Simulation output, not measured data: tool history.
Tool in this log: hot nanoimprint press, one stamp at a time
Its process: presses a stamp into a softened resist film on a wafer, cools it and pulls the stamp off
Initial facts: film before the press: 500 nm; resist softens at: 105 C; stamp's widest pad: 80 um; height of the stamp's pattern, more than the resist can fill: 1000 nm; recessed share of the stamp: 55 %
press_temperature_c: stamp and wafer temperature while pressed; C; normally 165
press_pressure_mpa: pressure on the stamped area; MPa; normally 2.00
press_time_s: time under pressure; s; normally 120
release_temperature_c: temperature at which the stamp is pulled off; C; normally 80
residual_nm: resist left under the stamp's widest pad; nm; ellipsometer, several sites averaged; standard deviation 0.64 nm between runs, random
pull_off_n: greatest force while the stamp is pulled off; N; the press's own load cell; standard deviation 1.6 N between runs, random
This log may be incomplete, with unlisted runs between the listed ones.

run 1 hour=0.0 | press_temperature_c=165 press_pressure_mpa=2.00 press_time_s=120 release_temperature_c=80 | residual_nm=178.0 pull_off_n=145
run 2 hour=84.6 | press_temperature_c=165 press_pressure_mpa=2.00 press_time_s=120 release_temperature_c=80 | residual_nm=177.0 pull_off_n=142
-- hour=119.5 press's hydraulic seals changed and the load cell set to zero
run 3 hour=133.8 | press_temperature_c=165 press_pressure_mpa=2.00 press_time_s=120 release_temperature_c=78 | residual_nm=177.3 pull_off_n=150
-- hour=208.2 plate thermocouple calibrated
run 4 hour=212.3 | press_temperature_c=165 press_pressure_mpa=2.00 press_time_s=147 release_temperature_c=80 | residual_nm=162.2 pull_off_n=145
run 5 hour=252.3 | press_temperature_c=165 press_pressure_mpa=2.00 press_time_s=120 release_temperature_c=80 | residual_nm=178.1 pull_off_n=144
run 6 hour=327.2 | press_temperature_c=165 press_pressure_mpa=2.00 press_time_s=120 release_temperature_c=80 | residual_nm=177.6 pull_off_n=143
run 7 hour=379.3 | press_temperature_c=165 press_pressure_mpa=2.00 press_time_s=120 release_temperature_c=80 | residual_nm=177.2 pull_off_n=142
-- hour=399.2 stamp cleaned and given a new release coat
run 8 hour=463.6 | press_temperature_c=165 press_pressure_mpa=2.00 press_time_s=120 release_temperature_c=76 | residual_nm=178.1 pull_off_n=161
run 9 hour=546.9 | press_temperature_c=165 press_pressure_mpa=2.00 press_time_s=120 release_temperature_c=76 | residual_nm=177.6 pull_off_n=159
-- hour=578.8 plate thermocouple calibrated
run 10 hour=608.2 | press_temperature_c=165 press_pressure_mpa=2.00 press_time_s=120 release_temperature_c=76 | residual_nm=177.5 pull_off_n=164
run 11 hour=653.0 | press_temperature_c=165 press_pressure_mpa=2.00 press_time_s=120 release_temperature_c=76 | residual_nm=176.9 pull_off_n=158
run 12 hour=741.2 | press_temperature_c=165 press_pressure_mpa=2.00 press_time_s=120 release_temperature_c=76 | residual_nm=177.2 pull_off_n=161
run 13 hour=811.4 | press_temperature_c=165 press_pressure_mpa=2.00 press_time_s=120 release_temperature_c=76 | residual_nm=177.3 pull_off_n=160
-- hour=861.3 press's hydraulic seals changed and the load cell set to zero
-- hour=875.5 stamp cleaned and given a new release coat
run 14 hour=911.6 | press_temperature_c=165 press_pressure_mpa=2.00 press_time_s=120 release_temperature_c=76 | residual_nm=177.0 pull_off_n=162
-- hour=954.8 plate thermocouple calibrated
run 15 hour=983.4 | press_temperature_c=165 press_pressure_mpa=2.00 press_time_s=120 release_temperature_c=76 | residual_nm=177.6 pull_off_n=160
run 16 hour=1042.1 | press_temperature_c=164 press_pressure_mpa=2.00 press_time_s=120 release_temperature_c=88 | residual_nm=185.5 pull_off_n=110
run 17 hour=1127.9 | press_temperature_c=175 press_pressure_mpa=2.00 press_time_s=120 release_temperature_c=80 | residual_nm=115.3 pull_off_n=142
run 18 hour=1178.3 | press_temperature_c=175 press_pressure_mpa=2.00 press_time_s=120 release_temperature_c=80 | residual_nm=114.9 pull_off_n=141
run 19 hour=1236.0 | press_temperature_c=175 press_pressure_mpa=2.00 press_time_s=120 release_temperature_c=80 | residual_nm=115.0 pull_off_n=143
run 20 hour=1291.0 | press_temperature_c=170 press_pressure_mpa=2.69 press_time_s=79 release_temperature_c=74 | residual_nm=150.8 pull_off_n=167
-- hour=1314.5 plate thermocouple calibrated
-- hour=1346.1 stamp cleaned and given a new release coat
run 21 hour=1355.9 | press_temperature_c=161 press_pressure_mpa=2.86 press_time_s=79 release_temperature_c=74 | residual_nm=215.7 pull_off_n=169
run 22 hour=1407.9 | press_temperature_c=161 press_pressure_mpa=2.86 press_time_s=79 release_temperature_c=74 | residual_nm=215.2 pull_off_n=169
run 23 hour=1453.4 | press_temperature_c=173 press_pressure_mpa=2.13 press_time_s=123 release_temperature_c=77 | residual_nm=120.1 pull_off_n=154
run 24 hour=1525.6 | press_temperature_c=173 press_pressure_mpa=2.13 press_time_s=123 release_temperature_c=77 | residual_nm=120.2 pull_off_n=155
run 25 hour=1562.3 | press_temperature_c=165 press_pressure_mpa=2.00 press_time_s=120 release_temperature_c=84 | residual_nm=177.9 pull_off_n=125
-- hour=1602.3 press's hydraulic seals changed and the load cell set to zero
run 26 hour=1611.7 | press_temperature_c=165 press_pressure_mpa=2.00 press_time_s=120 release_temperature_c=84 | residual_nm=176.5 pull_off_n=127
run 27 hour=1677.3 | press_temperature_c=165 press_pressure_mpa=2.78 press_time_s=207 release_temperature_c=75 | residual_nm=118.6 pull_off_n=165
-- hour=1689.3 plate thermocouple calibrated
run 28 hour=1725.7 | press_temperature_c=165 press_pressure_mpa=1.87 press_time_s=120 release_temperature_c=75 | residual_nm=181.9 pull_off_n=163
run 29 hour=1802.8 | press_temperature_c=160 press_pressure_mpa=2.77 press_time_s=120 release_temperature_c=80 | residual_nm=192.0 pull_off_n=141

What if the next run were any one of these 4? Each begins from the tool's condition after run 29:
-- hour=1821.1 stamp cleaned and given a new release coat
run A hour=1849.2 | press_temperature_c=164 press_pressure_mpa=2.77 press_time_s=120 release_temperature_c=88 | residual_nm=? pull_off_n=?
-- hour=1821.1 stamp cleaned and given a new release coat
run B hour=1849.2 | press_temperature_c=172 press_pressure_mpa=2.77 press_time_s=235 release_temperature_c=80 | residual_nm=? pull_off_n=?
-- hour=1821.1 stamp cleaned and given a new release coat
run C hour=1849.2 | press_temperature_c=160 press_pressure_mpa=2.00 press_time_s=120 release_temperature_c=80 | residual_nm=? pull_off_n=?
-- hour=1821.1 stamp cleaned and given a new release coat
run D hour=1849.2 | press_temperature_c=165 press_pressure_mpa=1.41 press_time_s=188 release_temperature_c=84 | residual_nm=? pull_off_n=?

run=A residual_nm=160.0 pull_off_n=108
run=B residual_nm=81.9 pull_off_n=141
run=C residual_nm=219.7 pull_off_n=142
run=D residual_nm=170.9 pull_off_n=123
Without the tool's unlogged condition, the same runs would have read:
run=A residual_nm=160.0 pull_off_n=107
run=B residual_nm=81.8 pull_off_n=141
run=C residual_nm=219.6 pull_off_n=142
run=D residual_nm=170.8 pull_off_n=123
